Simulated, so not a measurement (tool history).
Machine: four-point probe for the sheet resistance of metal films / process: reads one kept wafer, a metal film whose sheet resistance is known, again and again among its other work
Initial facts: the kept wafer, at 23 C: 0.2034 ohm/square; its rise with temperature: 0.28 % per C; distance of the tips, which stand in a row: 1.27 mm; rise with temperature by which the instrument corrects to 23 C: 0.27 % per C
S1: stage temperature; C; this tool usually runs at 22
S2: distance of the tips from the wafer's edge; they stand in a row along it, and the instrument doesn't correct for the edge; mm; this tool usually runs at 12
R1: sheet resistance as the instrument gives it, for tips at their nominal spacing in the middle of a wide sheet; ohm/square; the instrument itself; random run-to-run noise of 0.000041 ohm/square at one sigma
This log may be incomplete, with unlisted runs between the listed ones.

{"run": 1, "day": 0.0, "S1": 22, "S2": 12, "R1": 0.206664}
{"run": 2, "day": 0.338, "S1": 22, "S2": 3, "R1": 0.223465}
{"run": 3, "day": 0.825, "S1": 22, "S2": 3, "R1": 0.223443}
{"run": 4, "day": 1.575, "S1": 22, "S2": 3, "R1": 0.223423}
{"run": 5, "day": 2.183, "S1": 22, "S2": 3, "R1": 0.223562}
{"run": 6, "day": 2.788, "S1": 22, "S2": 7, "R1": 0.209099}
{"run": 7, "day": 3.483, "S1": 22, "S2": 7, "R1": 0.20914}
{"run": 8, "day": 3.892, "S1": 22, "S2": 7, "R1": 0.209134}
{"run": 9, "day": 4.558, "S1": 30, "S2": 8, "R1": 0.208575}
{"run": 10, "day": 5.108, "S1": 28, "S2": 3, "R1": 0.223528}
{"run": 11, "day": 5.546, "S1": 23, "S2": 4, "R1": 0.216127}
{"run": 12, "day": 5.996, "S1": 23, "S2": 4, "R1": 0.216117}
{"run": 13, "day": 6.708, "S1": 19, "S2": 9, "R1": 0.207829}
{"run": 14, "day": 7.421, "S1": 32, "S2": 13, "R1": 0.206897}
{"run": 15, "day": 7.933, "S1": 22, "S2": 8, "R1": 0.208501}

The log once held 2 entries between its listed runs, left out of this copy. Where does each go, and what is different about the tool's unlogged condition between the listed run before it and the listed run after it?
Logged between run 5 and run 6: stage's thermometer calibrated (day 2.238)
  inner tips' distance over the nominal, %: 0.971 -> 0.978; tips' flats over new ones', %: 78 -> 79
  what was measured, less what the result would be without the hidden state, R1: +0.002322 -> +0.002202 ohm/square
Logged between run 13 and run 14: stage's thermometer calibrated, once more (day 6.983)
  inner tips' distance over the nominal, %: 1.028 -> 1.037; tips' flats over new ones', %: 85 -> 87; wafer's true temperature over the reading, C: 0 -> 0.04
  what was measured, less what the result would be without the hidden state, R1: +0.002286 -> +0.002319 ohm/square
